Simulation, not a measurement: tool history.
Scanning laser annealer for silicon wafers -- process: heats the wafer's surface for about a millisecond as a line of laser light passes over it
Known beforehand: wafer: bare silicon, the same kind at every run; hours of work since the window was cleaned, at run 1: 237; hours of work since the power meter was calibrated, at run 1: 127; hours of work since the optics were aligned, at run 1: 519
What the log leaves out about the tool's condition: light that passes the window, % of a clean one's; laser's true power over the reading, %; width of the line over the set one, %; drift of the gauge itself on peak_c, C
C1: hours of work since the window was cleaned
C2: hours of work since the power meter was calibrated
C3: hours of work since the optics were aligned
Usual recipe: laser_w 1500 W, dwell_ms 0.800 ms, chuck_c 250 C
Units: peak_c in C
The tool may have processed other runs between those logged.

Run 1, hour 0.0: usual settings; C1 237; C2 127; C3 519. Result: peak_c 1063 C.
Run 2, hour 7.2: usual settings but chuck_c 237 C; C1 242; C2 132; C3 524. Result: peak_c 1048 C.
Run 3, hour 14.0: usual settings but chuck_c 237 C; C1 246; C2 136; C3 529. Result: peak_c 1050 C.
Run 4, hour 22.6: usual settings but chuck_c 226 C; C1 252; C2 142; C3 534. Result: peak_c 1037 C.
Run 5, hour 33.7: usual settings; C1 260; C2 150; C3 542. Result: peak_c 1059 C.
Run 6, hour 43.4: usual settings; C1 266; C2 156; C3 548. Result: peak_c 1061 C.
Run 7, hour 54.4: usual settings; C1 273; C2 163; C3 556. Result: peak_c 1060 C.
Run 8, hour 61.7: usual settings; C1 278; C2 168; C3 561. Result: peak_c 1059 C.
Run 9, hour 67.3: usual settings; C1 282; C2 172; C3 564. Result: peak_c 1059 C.
Run 10, hour 71.8: usual settings; C1 285; C2 175; C3 567. Result: peak_c 1057 C.
Run 11, hour 78.6: usual settings; C1 290; C2 180; C3 572. Result: peak_c 1059 C.
Run 12, hour 85.2: usual settings but dwell_ms 0.730 ms; C1 294; C2 184; C3 576. Result: peak_c 1027 C.
Run 13, hour 91.6: usual settings but dwell_ms 0.730 ms; C1 298; C2 188; C3 581. Result: peak_c 1028 C.
Run 14, hour 97.3: usual settings but laser_w 1401 W, dwell_ms 0.606 ms; C1 302; C2 192; C3 584. Result: peak_c 905 C.
Run 15, hour 102.0: usual settings but laser_w 1401 W, dwell_ms 0.606 ms; C1 305; C2 195; C3 587. Result: peak_c 904 C.
Run 16, hour 111.8: usual settings but dwell_ms 0.862 ms; C1 312; C2 202; C3 594. Result: peak_c 1085 C.
Run 17, hour 120.5: usual settings but laser_w 1387 W, dwell_ms 0.608 ms; C1 318; C2 208; C3 600. Result: peak_c 896 C.
Run 18, hour 127.1: usual settings but laser_w 1536 W, chuck_c 237 C; C1 322; C2 212; C3 604. Result: peak_c 1071 C.
Run 19, hour 132.5: usual settings but laser_w 1480 W; C1 326; C2 216; C3 608. Result: peak_c 1041 C.
Run 20, hour 142.9: usual settings but dwell_ms 0.971 ms; C1 333; C2 223; C3 615. Result: peak_c 1126 C.
Run 21, hour 148.1: usual settings but dwell_ms 0.971 ms; C1 336; C2 226; C3 618. Result: peak_c 1130 C.

Below are 3 alternative next runs, each starting from the tool's condition after run 21. Predict each:
Run A, hour 157.9: usual settings but laser_w 1584 W, dwell_ms 0.859 ms, chuck_c 251 C; C1 343; C2 233; C3 625. Result: peak_c ?.
Run B, hour 157.9: usual settings but dwell_ms 0.971 ms, chuck_c 228 C; C1 343; C2 233; C3 625. Result: peak_c ?.
Run C, hour 157.9: usual settings but laser_w 1616 W, dwell_ms 0.654 ms, chuck_c 221 C; C1 343; C2 233; C3 625. Result: peak_c ?.

run  peak_c
  A    1140
  B    1107
  C    1032
Take away the tool's hidden state, keep each run's random variation, and the runs would have read:
run  peak_c
  A    1165
  B    1132
  C    1056
